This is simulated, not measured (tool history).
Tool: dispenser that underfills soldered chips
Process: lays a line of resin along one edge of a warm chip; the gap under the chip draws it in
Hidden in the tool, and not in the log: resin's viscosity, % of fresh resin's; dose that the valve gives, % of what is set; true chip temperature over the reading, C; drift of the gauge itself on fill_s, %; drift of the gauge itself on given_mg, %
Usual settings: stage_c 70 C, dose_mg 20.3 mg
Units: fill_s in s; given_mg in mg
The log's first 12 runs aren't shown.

run,day,stage_c,dose_mg,hours of work since the syringe was changed,hours of work since the valve was cleaned,hours of work since the stage was calibrated,fill_s,given_mg
13,5.454,70,20.3,5,61,222,584.7,19.68
# day 5.667: new syringe of resin
14,5.871,70,20.3,3,67,229,530.9,19.77
# day 6.171: new syringe of resin
15,6.329,79,20.3,3,75,237,313.2,19.60
# day 6.650: new syringe of resin
16,6.921,70,20.8,5,85,246,568.1,20.03
# day 7.125: new syringe of resin
# day 7.571: dispensing valve cleaned and set on the balance
# day 7.629: new syringe of resin
17,7.654,77,20.0,0,1,258,287.4,20.09
18,7.979,59,22.8,6,7,263,1118.5,22.76
# day 8.092: new syringe of resin
19,8.462,59,22.8,6,15,271,1155.0,22.72
# day 8.588: new syringe of resin
20,8.979,61,26.1,7,23,279,1058.7,25.89
# day 9.042: new syringe of resin
# day 9.517: new syringe of resin
21,9.642,81,19.9,2,34,290,274.3,19.75

Forecast run 22:
# day 10.000: new syringe of resin
22,10.183,56,20.3,3,43,299,?,?

fill_s: 1046.8 s
given_mg: 19.84 mg
Without the tool's hidden state the same run would have given fill_s 755.9 s, given_mg 20.17 mg.

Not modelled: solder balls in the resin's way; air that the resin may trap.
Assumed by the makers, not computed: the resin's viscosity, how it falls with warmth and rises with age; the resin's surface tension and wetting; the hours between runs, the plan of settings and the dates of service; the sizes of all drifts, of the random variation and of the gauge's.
